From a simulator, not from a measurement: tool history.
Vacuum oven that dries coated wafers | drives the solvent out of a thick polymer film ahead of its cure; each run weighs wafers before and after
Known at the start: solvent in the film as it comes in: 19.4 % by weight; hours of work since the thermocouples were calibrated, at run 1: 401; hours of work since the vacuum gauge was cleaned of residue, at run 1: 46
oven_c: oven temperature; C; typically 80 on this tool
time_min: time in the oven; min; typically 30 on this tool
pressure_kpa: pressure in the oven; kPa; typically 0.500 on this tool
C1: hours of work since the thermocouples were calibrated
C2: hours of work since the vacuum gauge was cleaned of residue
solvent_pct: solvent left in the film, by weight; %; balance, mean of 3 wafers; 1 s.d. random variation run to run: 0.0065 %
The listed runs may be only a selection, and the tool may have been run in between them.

run 1 day=0.000 | oven_c=80 time_min=30 pressure_kpa=0.500 | C1=401 C2=46 | solvent_pct=0.656
run 2 day=0.562 | oven_c=80 time_min=30 pressure_kpa=0.500 | C1=407 C2=52 | solvent_pct=0.679
run 3 day=1.208 | oven_c=80 time_min=30 pressure_kpa=0.500 | C1=414 C2=59 | solvent_pct=0.675
run 4 day=1.825 | oven_c=80 time_min=30 pressure_kpa=0.500 | C1=421 C2=66 | solvent_pct=0.673
run 5 day=2.283 | oven_c=80 time_min=24 pressure_kpa=0.500 | C1=426 C2=71 | solvent_pct=1.218
run 6 day=2.975 | oven_c=85 time_min=30 pressure_kpa=0.500 | C1=433 C2=79 | solvent_pct=0.282
run 7 day=3.338 | oven_c=85 time_min=30 pressure_kpa=0.500 | C1=437 C2=83 | solvent_pct=0.255
run 8 day=3.779 | oven_c=85 time_min=30 pressure_kpa=0.500 | C1=442 C2=88 | solvent_pct=0.277
run 9 day=4.404 | oven_c=72 time_min=30 pressure_kpa=0.500 | C1=449 C2=95 | solvent_pct=2.166
run 10 day=4.704 | oven_c=72 time_min=30 pressure_kpa=0.500 | C1=452 C2=98 | solvent_pct=2.175
run 11 day=5.388 | oven_c=72 time_min=30 pressure_kpa=0.500 | C1=460 C2=105 | solvent_pct=2.169
run 12 day=5.825 | oven_c=72 time_min=30 pressure_kpa=0.500 | C1=465 C2=110 | solvent_pct=2.169
run 13 day=6.371 | oven_c=72 time_min=30 pressure_kpa=0.500 | C1=471 C2=116 | solvent_pct=2.186
run 14 day=6.829 | oven_c=72 time_min=30 pressure_kpa=0.500 | C1=476 C2=121 | solvent_pct=2.188
run 15 day=7.475 | oven_c=72 time_min=30 pressure_kpa=0.500 | C1=483 C2=128 | solvent_pct=2.183
run 16 day=7.854 | oven_c=72 time_min=16 pressure_kpa=0.500 | C1=487 C2=132 | solvent_pct=5.401
run 17 day=8.338 | oven_c=72 time_min=16 pressure_kpa=0.500 | C1=492 C2=138 | solvent_pct=5.419
run 18 day=8.992 | oven_c=79 time_min=41 pressure_kpa=0.773 | C1=500 C2=145 | solvent_pct=0.381
run 19 day=9.483 | oven_c=79 time_min=41 pressure_kpa=0.773 | C1=505 C2=150 | solvent_pct=0.390
run 20 day=9.992 | oven_c=80 time_min=16 pressure_kpa=0.674 | C1=511 C2=156 | solvent_pct=2.846
run 21 day=10.383 | oven_c=69 time_min=25 pressure_kpa=0.303 | C1=515 C2=160 | solvent_pct=3.937
run 22 day=11.050 | oven_c=71 time_min=53 pressure_kpa=1.041 | C1=522 C2=168 | solvent_pct=0.806
run 23 day=11.388 | oven_c=93 time_min=45 pressure_kpa=0.610 | C1=526 C2=171 | solvent_pct=0.079
run 24 day=11.983 | oven_c=66 time_min=36 pressure_kpa=0.564 | C1=532 C2=178 | solvent_pct=3.116
run 25 day=12.521 | oven_c=88 time_min=50 pressure_kpa=0.689 | C1=538 C2=184 | solvent_pct=0.105
run 26 day=12.971 | oven_c=80 time_min=25 pressure_kpa=1.139 | C1=543 C2=189 | solvent_pct=1.252
run 27 day=13.638 | oven_c=92 time_min=40 pressure_kpa=1.707 | C1=551 C2=196 | solvent_pct=0.206
run 28 day=13.979 | oven_c=92 time_min=40 pressure_kpa=1.707 | C1=554 C2=200 | solvent_pct=0.211
run 29 day=14.679 | oven_c=88 time_min=49 pressure_kpa=0.500 | C1=562 C2=208 | solvent_pct=0.079
run 30 day=15.067 | oven_c=80 time_min=27 pressure_kpa=0.500 | C1=566 C2=212 | solvent_pct=0.929
run 31 day=15.442 | oven_c=80 time_min=35 pressure_kpa=0.403 | C1=570 C2=216 | solvent_pct=0.440
run 32 day=15.938 | oven_c=80 time_min=30 pressure_kpa=0.925 | C1=576 C2=221 | solvent_pct=0.778
run 33 day=16.488 | oven_c=80 time_min=30 pressure_kpa=0.925 | C1=582 C2=227 | solvent_pct=0.768

For some of the steps in solvent_pct from one run to the next: how much would appear even if the tool had no hidden state, given the settings, what came in and random variation, and how much remains for the hidden state plus any gauge scatter that the measured result and the result without hidden state don't share?
Hidden conditions of the tool in this case: true wafer temperature over the reading, C; true pressure over the reading, kPa; drift of the gauge itself on solvent_pct, %.
Run 15 -> 16: time_min 30 -> 16. solvent_pct +3.218 %: hidden state +0.021, all else +3.197.
Run 17 -> 18: oven_c 72 -> 79, time_min 16 -> 41, pressure_kpa 0.500 -> 0.773. solvent_pct -5.038 %: hidden state -0.070, all else -4.968.
Run 21 -> 22: oven_c 69 -> 71, time_min 25 -> 53, pressure_kpa 0.303 -> 1.041. solvent_pct -3.131 %: hidden state -0.052, all else -3.079.
Run 23 -> 24: oven_c 93 -> 66, time_min 45 -> 36, pressure_kpa 0.610 -> 0.564. solvent_pct +3.037 %: hidden state +0.096, all else +2.941.
Run 24 -> 25: oven_c 66 -> 88, time_min 36 -> 50, pressure_kpa 0.564 -> 0.689. solvent_pct -3.011 %: hidden state -0.093, all else -2.918.

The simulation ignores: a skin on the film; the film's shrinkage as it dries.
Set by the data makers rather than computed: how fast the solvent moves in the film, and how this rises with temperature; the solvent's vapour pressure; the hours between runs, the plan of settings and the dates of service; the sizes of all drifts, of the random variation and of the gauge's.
